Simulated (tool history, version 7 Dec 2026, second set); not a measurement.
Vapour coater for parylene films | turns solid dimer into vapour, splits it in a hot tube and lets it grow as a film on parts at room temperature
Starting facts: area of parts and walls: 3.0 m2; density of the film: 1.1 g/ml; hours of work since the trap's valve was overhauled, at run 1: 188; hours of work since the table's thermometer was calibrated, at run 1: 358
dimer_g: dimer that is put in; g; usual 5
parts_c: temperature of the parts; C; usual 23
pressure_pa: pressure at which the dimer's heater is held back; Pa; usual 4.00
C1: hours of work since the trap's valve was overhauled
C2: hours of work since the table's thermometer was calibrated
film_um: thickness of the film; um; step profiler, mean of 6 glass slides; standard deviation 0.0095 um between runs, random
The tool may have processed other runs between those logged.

{"run": 1, "hour": 0.0, "dimer_g": 5, "parts_c": 23, "pressure_pa": 4.0, "C1": 188, "C2": 358, "film_um": 0.706}
{"run": 2, "hour": 28.7, "dimer_g": 5, "parts_c": 25, "pressure_pa": 4.0, "C1": 204, "C2": 374, "film_um": 0.687}
{"run": 3, "hour": 40.3, "dimer_g": 5, "parts_c": 23, "pressure_pa": 2.86, "C1": 211, "C2": 381, "film_um": 0.714}
{"run": 4, "hour": 57.1, "dimer_g": 5, "parts_c": 23, "pressure_pa": 2.86, "C1": 220, "C2": 391, "film_um": 0.713}
{"run": 5, "hour": 77.0, "dimer_g": 5, "parts_c": 23, "pressure_pa": 2.86, "C1": 232, "C2": 402, "film_um": 0.735}
{"run": 6, "hour": 93.7, "dimer_g": 5, "parts_c": 23, "pressure_pa": 5.88, "C1": 241, "C2": 412, "film_um": 0.685}
{"run": 7, "hour": 112.3, "dimer_g": 5, "parts_c": 23, "pressure_pa": 5.88, "C1": 252, "C2": 422, "film_um": 0.681}
{"run": 8, "hour": 132.4, "dimer_g": 5, "parts_c": 23, "pressure_pa": 4.0, "C1": 263, "C2": 434, "film_um": 0.698}
{"run": 9, "hour": 150.3, "dimer_g": 5, "parts_c": 23, "pressure_pa": 4.0, "C1": 273, "C2": 444, "film_um": 0.709}
{"run": 10, "hour": 176.9, "dimer_g": 5, "parts_c": 23, "pressure_pa": 4.0, "C1": 289, "C2": 459, "film_um": 0.703}
{"run": 11, "hour": 200.5, "dimer_g": 2, "parts_c": 17, "pressure_pa": 4.0, "C1": 302, "C2": 473, "film_um": 0.294}
{"run": 12, "hour": 214.8, "dimer_g": 2, "parts_c": 17, "pressure_pa": 4.0, "C1": 310, "C2": 481, "film_um": 0.299}
{"run": 13, "hour": 235.2, "dimer_g": 2, "parts_c": 17, "pressure_pa": 4.0, "C1": 322, "C2": 492, "film_um": 0.291}
{"run": 14, "hour": 259.7, "dimer_g": 2, "parts_c": 28, "pressure_pa": 7.09, "C1": 336, "C2": 506, "film_um": 0.239}
{"run": 15, "hour": 286.2, "dimer_g": 2, "parts_c": 28, "pressure_pa": 7.09, "C1": 351, "C2": 522, "film_um": 0.228}
{"run": 16, "hour": 311.0, "dimer_g": 3, "parts_c": 29, "pressure_pa": 2.98, "C1": 365, "C2": 536, "film_um": 0.394}
{"run": 17, "hour": 337.8, "dimer_g": 3, "parts_c": 29, "pressure_pa": 2.98, "C1": 381, "C2": 551, "film_um": 0.376}

Per-run results on a tool with no hidden state, each run keeping its own random variation:
What the log doesn't record here: vapour lost through the trap's worn valve, %; true temperature of the parts over the reading, C; drift of the gauge itself on film_um, %.
run=1 film_um=0.744
run=2 film_um=0.727
run=3 film_um=0.759
run=4 film_um=0.759
run=5 film_um=0.783
run=6 film_um=0.731
run=7 film_um=0.729
run=8 film_um=0.750
run=9 film_um=0.762
run=10 film_um=0.760
run=11 film_um=0.320
run=12 film_um=0.325
run=13 film_um=0.318
run=14 film_um=0.262
run=15 film_um=0.251
run=16 film_um=0.433
run=17 film_um=0.417

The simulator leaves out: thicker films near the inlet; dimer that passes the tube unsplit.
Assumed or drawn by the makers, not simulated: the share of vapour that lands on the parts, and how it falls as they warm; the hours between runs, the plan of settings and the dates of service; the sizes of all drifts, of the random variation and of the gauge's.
